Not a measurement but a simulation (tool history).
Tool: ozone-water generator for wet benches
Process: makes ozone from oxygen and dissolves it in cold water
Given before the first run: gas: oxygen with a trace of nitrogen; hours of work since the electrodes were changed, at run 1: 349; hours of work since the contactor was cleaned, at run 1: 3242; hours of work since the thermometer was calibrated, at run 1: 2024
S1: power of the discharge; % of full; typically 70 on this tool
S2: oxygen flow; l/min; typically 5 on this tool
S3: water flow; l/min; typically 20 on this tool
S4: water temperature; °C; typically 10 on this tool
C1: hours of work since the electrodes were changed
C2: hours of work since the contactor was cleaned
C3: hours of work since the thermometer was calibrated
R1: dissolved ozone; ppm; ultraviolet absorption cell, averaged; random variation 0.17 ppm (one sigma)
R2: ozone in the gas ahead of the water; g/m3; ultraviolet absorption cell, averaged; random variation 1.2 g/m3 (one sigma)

| run | hour | S1 | S2 | S3 | S4 | C1 | C2 | C3 | R1 | R2 |
|---|---|---|---|---|---|---|---|---|---|---|
| 1 | 0 | 70 | 5 | 20 | 10 | 349 | 3242 | 2024 | 23.5 | 206.2 |
| 2 | 17.8 | 70 | 5 | 20 | 10 | 363 | 3256 | 2037 | 23.7 | 207.9 |
| 3 | 37.8 | 70 | 5 | 20 | 10 | 378 | 3271 | 2053 | 23 | 207 |
| 4 | 61.3 | 70 | 5 | 20 | 10 | 395 | 3288 | 2070 | 23.5 | 205.2 |
| 5 | 76.5 | 70 | 5 | 20 | 10 | 407 | 3300 | 2082 | 23.1 | 206.4 |
| 6 | 97 | 70 | 5 | 20 | 10 | 422 | 3315 | 2097 | 23.2 | 207.9 |
| 7 | 124.9 | 70 | 5 | 20 | 10 | 443 | 3336 | 2118 | 23.5 | 208.5 |
| 8 | 141 | 70 | 5 | 20 | 10 | 456 | 3349 | 2130 | 23.3 | 206.4 |
| 9 | 178.2 | 70 | 5 | 20 | 10 | 484 | 3377 | 2159 | 23.4 | 208.2 |
| 10 | 203.2 | 70 | 5 | 20 | 10 | 502 | 3395 | 2177 | 23 | 206.1 |
| 11 | 230.7 | 70 | 5 | 20 | 10 | 523 | 3416 | 2198 | 23.3 | 206 |
| 12 | 260 | 70 | 5 | 20 | 10 | 545 | 3438 | 2220 | 22.8 | 206.6 |
| 13 | 284.6 | 70 | 5 | 20 | 10 | 564 | 3457 | 2239 | 23.1 | 209 |
| 14 | 302.3 | 70 | 5 | 20 | 10 | 577 | 3470 | 2252 | 23.1 | 206 |
| 15 | 331.5 | 70 | 5 | 20 | 10 | 599 | 3492 | 2274 | 23.1 | 207.3 |
| 16 | 354.9 | 70 | 5 | 20 | 10 | 617 | 3510 | 2292 | 22.9 | 206.5 |
| 17 | 376.1 | 62 | 5 | 20 | 10 | 633 | 3526 | 2308 | 20.9 | 187 |
| 18 | 398.7 | 62 | 5 | 14 | 7 | 650 | 3543 | 2325 | 28.9 | 186.3 |
| 19 | 427.6 | 75 | 3.99 | 26 | 8 | 672 | 3565 | 2347 | 19.3 | 246.8 |
| 20 | 451.5 | 75 | 3.99 | 30 | 6 | 690 | 3583 | 2365 | 16.9 | 247 |
| 21 | 477 | 75 | 3.99 | 30 | 6 | 709 | 3602 | 2384 | 16.9 | 247.9 |
| 22 | 507.9 | 75 | 3.99 | 30 | 6 | 732 | 3625 | 2407 | 16.7 | 248 |
| 23 | 531.6 | 46 | 5 | 12 | 10 | 750 | 3643 | 2425 | 24.2 | 148.8 |
| 24 | 566.3 | 46 | 8.66 | 12 | 10 | 777 | 3670 | 2451 | 22.4 | 108 |
| 25 | 583.6 | 70 | 3.4 | 20 | 10 | 790 | 3683 | 2465 | 22.5 | 254.6 |
| 26 | 606.5 | 92 | 5 | 19 | 10 | 807 | 3700 | 2482 | 30.1 | 252.9 |
| 27 | 642.1 | 45 | 5.28 | 19 | 8 | 834 | 3727 | 2509 | 17.6 | 141.5 |
| 28 | 666.9 | 45 | 5.28 | 19 | 8 | 852 | 3745 | 2527 | 17.3 | 142.6 |
| 29 | 689.4 | 45 | 3.48 | 19 | 12 | 869 | 3762 | 2544 | 16.2 | 177 |
| 30 | 704.5 | 60 | 3.09 | 16 | 15 | 881 | 3774 | 2556 | 22.4 | 236.8 |
| 31 | 722.5 | 60 | 7.17 | 29 | 15 | 894 | 3787 | 2569 | 14.5 | 148.7 |
| 32 | 755.9 | 89 | 7.17 | 22 | 10 | 920 | 3813 | 2595 | 25.8 | 203.9 |

Some steps in R1, run to run, broken into two amounts with sign: the step expected even without the hidden condition (settings, incoming material, random variation), and the rest, left for the hidden condition together with whatever gauge scatter is not in both the measured and the hidden-condition-free result:
The hidden state here: yield of the discharge, % of new electrodes'; contactor's efficiency, % of a clean one's; true water temperature over the reading, C; drift of the gauge itself on ozone_ppm, %; drift of the gauge itself on gas_g_m3, %.
Run 18 -> 19: S1 62 -> 75, S2 5 -> 3.99, S3 14 -> 26, S4 7 -> 8. R1 -9.6 ppm: hidden state +0.1, all else -9.7.
Run 25 -> 26: S1 70 -> 92, S2 3.4 -> 5, S3 20 -> 19. R1 +7.6 ppm: hidden state -0.3, all else +7.9.
Run 26 -> 27: S1 92 -> 45, S2 5 -> 5.28, S4 10 -> 8. R1 -12.5 ppm: hidden state +0.5, all else -13.
Run 31 -> 32: S1 60 -> 89, S3 29 -> 22, S4 15 -> 10. R1 +11.3 ppm: hidden state -0.4, all else +11.7.
